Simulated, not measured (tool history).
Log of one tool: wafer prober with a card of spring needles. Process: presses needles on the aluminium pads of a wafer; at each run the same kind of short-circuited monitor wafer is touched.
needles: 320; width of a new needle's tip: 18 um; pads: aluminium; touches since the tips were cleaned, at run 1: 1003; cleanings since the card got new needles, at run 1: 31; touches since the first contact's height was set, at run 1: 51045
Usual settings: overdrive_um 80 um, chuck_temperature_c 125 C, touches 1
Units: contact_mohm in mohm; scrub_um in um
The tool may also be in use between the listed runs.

| run | hour | overdrive_um | chuck_temperature_c | touches | touches since the tips were cleaned | cleanings since the card got new needles | touches since the first contact's height was set | contact_mohm | scrub_um |
|---|---|---|---|---|---|---|---|---|---|
| 1 | 0.0 | 80 | 125 | 1 | 1003 | 31 | 51045 | 314 | 21.94 |
|  | 10.7 | tips cleaned on abrasive film |
| 2 | 12.4 | 80 | 125 | 1 | 856 | 32 | 57270 | 301 | 21.91 |
|  | 23.1 | tips cleaned on abrasive film |
| 3 | 23.1 | 80 | 125 | 1 | 0 | 33 | 62577 | 295 | 21.90 |
| 4 | 28.4 | 80 | 125 | 1 | 2722 | 33 | 65299 | 327 | 21.91 |
|  | 35.4 | tips cleaned on abrasive film |
| 5 | 39.9 | 95 | 125 | 1 | 2240 | 34 | 71018 | 314 | 26.09 |
| 6 | 46.7 | 95 | 125 | 1 | 5670 | 34 | 74448 | 325 | 26.05 |
|  | 48.1 | tips cleaned on abrasive film |
| 7 | 57.8 | 80 | 62 | 1 | 4926 | 35 | 80018 | 328 | 21.86 |
|  | 61.1 | tips cleaned on abrasive film |
| 8 | 66.2 | 80 | 62 | 1 | 2563 | 36 | 84177 | 310 | 21.83 |
|  | 74.1 | tips cleaned on abrasive film |
| 9 | 77.5 | 80 | 125 | 1 | 1707 | 37 | 89867 | 317 | 21.80 |
| 10 | 83.9 | 80 | 125 | 1 | 4917 | 37 | 93077 | 339 | 21.83 |
|  | 86.4 | tips cleaned on abrasive film |
| 11 | 95.6 | 80 | 125 | 1 | 4630 | 38 | 98939 | 337 | 21.80 |
|  | 99.2 | tips cleaned on abrasive film |
| 12 | 108.2 | 84 | 125 | 1 | 4546 | 39 | 105221 | 332 | 22.94 |
|  | 111.4 | tips cleaned on abrasive film |
| 13 | 119.7 | 80 | 125 | 1 | 4198 | 40 | 111013 | 335 | 21.76 |
|  | 121.0 | height of the first contact set anew |
|  | 123.9 | tips cleaned on abrasive film |
| 14 | 126.7 | 76 | 125 | 1 | 1441 | 41 | 2859 | 322 | 20.54 |
|  | 136.7 | tips cleaned on abrasive film |
| 15 | 136.9 | 80 | 84 | 1 | 77 | 42 | 7917 | 284 | 21.62 |
| 16 | 145.9 | 80 | 84 | 1 | 4613 | 42 | 12453 | 326 | 21.61 |
|  | 148.9 | tips cleaned on abrasive film |
| 17 | 151.9 | 80 | 125 | 1 | 1510 | 43 | 15445 | 309 | 21.60 |
|  | 161.5 | tips cleaned on abrasive film |
| 18 | 164.5 | 80 | 125 | 3 | 1485 | 44 | 21741 | 303 | 21.57 |
|  | 170.4 | height of the first contact set anew, once more |
| 19 | 173.5 | 88 | 34 | 1 | 5897 | 44 | 1547 | 315 | 24.37 |
|  | 174.6 | tips cleaned on abrasive film |
| 20 | 181.5 | 88 | 117 | 1 | 3490 | 45 | 5534 | 323 | 24.36 |
|  | 187.8 | tips cleaned on abrasive film |
| 21 | 191.7 | 88 | 117 | 1 | 1982 | 46 | 10632 | 310 | 24.27 |
| 22 | 197.9 | 88 | 117 | 1 | 5103 | 46 | 13753 | 326 | 24.30 |
|  | 200.6 | tips cleaned on abrasive film |
| 23 | 203.3 | 84 | 56 | 1 | 1374 | 47 | 16434 | 294 | 23.20 |
|  | 213.7 | tips cleaned on abrasive film |
| 24 | 215.9 | 84 | 56 | 1 | 1121 | 48 | 22739 | 294 | 23.13 |
| 25 | 224.0 | 80 | 40 | 2 | 5186 | 48 | 26804 | 300 | 22.06 |
|  | 226.2 | tips cleaned on abrasive film |
| 26 | 233.8 | 80 | 47 | 1 | 3812 | 49 | 31705 | 317 | 22.00 |

How the hidden state differs across the entries between the runs, from the last listed run before each to the first after it:
Between runs 1 and 2: tips cleaned on abrasive film (hour 10.7)
  debris on the tips, nm: 58.9 -> 46.4; way that the needles fall short of the set height, um: 0.63 -> 0.72; tips' diameter, um: 18.8 -> 18.83
  measured less the result without the state, contact_mohm: +22 -> +17 mohm; scrub_um: -0.17 -> -0.20 um
Between runs 2 and 3: tips cleaned on abrasive film (hour 23.1)
  debris on the tips, nm: 46.4 -> 12.5; way that the needles fall short of the set height, um: 0.72 -> 0.79; tips' diameter, um: 18.83 -> 18.85
  measured less the result without the state, contact_mohm: +17 -> +5 mohm; scrub_um: -0.20 -> -0.22 um
Between runs 4 and 5: tips cleaned on abrasive film (hour 35.4)
  debris on the tips, nm: 101.8 -> 89.2; way that the needles fall short of the set height, um: 0.79 -> 0.87; tips' diameter, um: 18.85 -> 18.88
  measured less the result without the state, contact_mohm: +37 -> +25 mohm; scrub_um: -0.22 -> -0.24 um
Between runs 6 and 7: tips cleaned on abrasive film (hour 48.1)
  debris on the tips, nm: 135.3 -> 134.1; way that the needles fall short of the set height, um: 0.87 -> 0.95; tips' diameter, um: 18.88 -> 18.91
  measured less the result without the state, contact_mohm: +37 -> +55 mohm; scrub_um: -0.24 -> -0.26 um
Between runs 7 and 8: tips cleaned on abrasive film (hour 61.1)
  debris on the tips, nm: 134.1 -> 95.3; way that the needles fall short of the set height, um: 0.95 -> 1.01; tips' diameter, um: 18.91 -> 18.93
  measured less the result without the state, contact_mohm: +55 -> +38 mohm; scrub_um: -0.26 -> -0.28 um
Between runs 8 and 9: tips cleaned on abrasive film (hour 74.1)
  debris on the tips, nm: 95.3 -> 71.5; way that the needles fall short of the set height, um: 1.01 -> 1.06; tips' diameter, um: 18.93 -> 18.95
  measured less the result without the state, contact_mohm: +38 -> +27 mohm; scrub_um: -0.28 -> -0.30 um
Between runs 10 and 11: tips cleaned on abrasive film (hour 86.4)
  debris on the tips, nm: 127.3 -> 128.6; way that the needles fall short of the set height, um: 1.06 -> 1.15; tips' diameter, um: 18.95 -> 18.98
  measured less the result without the state, contact_mohm: +47 -> +48 mohm; scrub_um: -0.29 -> -0.32 um
Between runs 11 and 12: tips cleaned on abrasive film (hour 99.2)
  debris on the tips, nm: 128.6 -> 127.2; way that the needles fall short of the set height, um: 1.15 -> 1.23; tips' diameter, um: 18.98 -> 19.01
  measured less the result without the state, contact_mohm: +48 -> +44 mohm; scrub_um: -0.32 -> -0.34 um
Between runs 12 and 13: tips cleaned on abrasive film (hour 111.4)
  debris on the tips, nm: 127.2 -> 118.5; way that the needles fall short of the set height, um: 1.23 -> 1.3; tips' diameter, um: 19.01 -> 19.03
  measured less the result without the state, contact_mohm: +44 -> +44 mohm; scrub_um: -0.34 -> -0.36 um
Between runs 13 and 14: height of the first contact set anew (hour 121.0); tips cleaned on abrasive film (hour 123.9)
  debris on the tips, nm: 118.5 -> 73.4; way that the needles fall short of the set height, um: 1.3 -> 1.78; tips' diameter, um: 19.03 -> 19.06
  measured less the result without the state, contact_mohm: +44 -> +31 mohm; scrub_um: -0.36 -> -0.49 um
Between runs 14 and 15: tips cleaned on abrasive film (hour 136.7)
  debris on the tips, nm: 73.4 -> 15.8; way that the needles fall short of the set height, um: 1.78 -> 1.86; tips' diameter, um: 19.06 -> 19.08
  measured less the result without the state, contact_mohm: +31 -> +7 mohm; scrub_um: -0.49 -> -0.52 um
Between runs 16 and 17: tips cleaned on abrasive film (hour 148.9)
  debris on the tips, nm: 129.2 -> 67.6; way that the needles fall short of the set height, um: 1.86 -> 1.93; tips' diameter, um: 19.08 -> 19.11
  measured less the result without the state, contact_mohm: +52 -> +25 mohm; scrub_um: -0.51 -> -0.54 um
Between runs 17 and 18: tips cleaned on abrasive film (hour 161.5)
  debris on the tips, nm: 67.6 -> 73.5; way that the needles fall short of the set height, um: 1.93 -> 2.01; tips' diameter, um: 19.11 -> 19.14
  measured less the result without the state, contact_mohm: +25 -> +11 mohm; scrub_um: -0.54 -> -0.56 um
Between runs 18 and 19: height of the first contact set anew, once more (hour 170.4)
  debris on the tips, nm: 73.5 -> 138.2; way that the needles fall short of the set height, um: 2.01 -> 0
  measured less the result without the state, contact_mohm: +11 -> +50 mohm; scrub_um: -0.56 -> +0.00 um
Between runs 19 and 20: tips cleaned on abrasive film (hour 174.6)
  debris on the tips, nm: 138.2 -> 111.1; way that the needles fall short of the set height, um: 0 -> 0.05; tips' diameter, um: 19.14 -> 19.15
  measured less the result without the state, contact_mohm: +50 -> +35 mohm; scrub_um: +0.00 -> -0.02 um
Between runs 20 and 21: tips cleaned on abrasive film (hour 187.8)
  debris on the tips, nm: 111.1 -> 77.5; way that the needles fall short of the set height, um: 0.05 -> 0.13; tips' diameter, um: 19.15 -> 19.18
  measured less the result without the state, contact_mohm: +35 -> +24 mohm; scrub_um: -0.02 -> -0.04 um
Between runs 22 and 23: tips cleaned on abrasive film (hour 200.6)
  debris on the tips, nm: 129.7 -> 62.7; way that the needles fall short of the set height, um: 0.13 -> 0.19; tips' diameter, um: 19.18 -> 19.2
  measured less the result without the state, contact_mohm: +41 -> +24 mohm; scrub_um: -0.04 -> -0.05 um
Between runs 23 and 24: tips cleaned on abrasive film (hour 213.7)
  debris on the tips, nm: 62.7 -> 59.4; way that the needles fall short of the set height, um: 0.19 -> 0.25; tips' diameter, um: 19.2 -> 19.22
  measured less the result without the state, contact_mohm: +24 -> +23 mohm; scrub_um: -0.05 -> -0.06 um
Between runs 25 and 26: tips cleaned on abrasive film (hour 226.2)
  debris on the tips, nm: 134.4 -> 112.9; way that the needles fall short of the set height, um: 0.25 -> 0.32; tips' diameter, um: 19.22 -> 19.25
  measured less the result without the state, contact_mohm: +34 -> +48 mohm; scrub_um: -0.07 -> -0.09 um

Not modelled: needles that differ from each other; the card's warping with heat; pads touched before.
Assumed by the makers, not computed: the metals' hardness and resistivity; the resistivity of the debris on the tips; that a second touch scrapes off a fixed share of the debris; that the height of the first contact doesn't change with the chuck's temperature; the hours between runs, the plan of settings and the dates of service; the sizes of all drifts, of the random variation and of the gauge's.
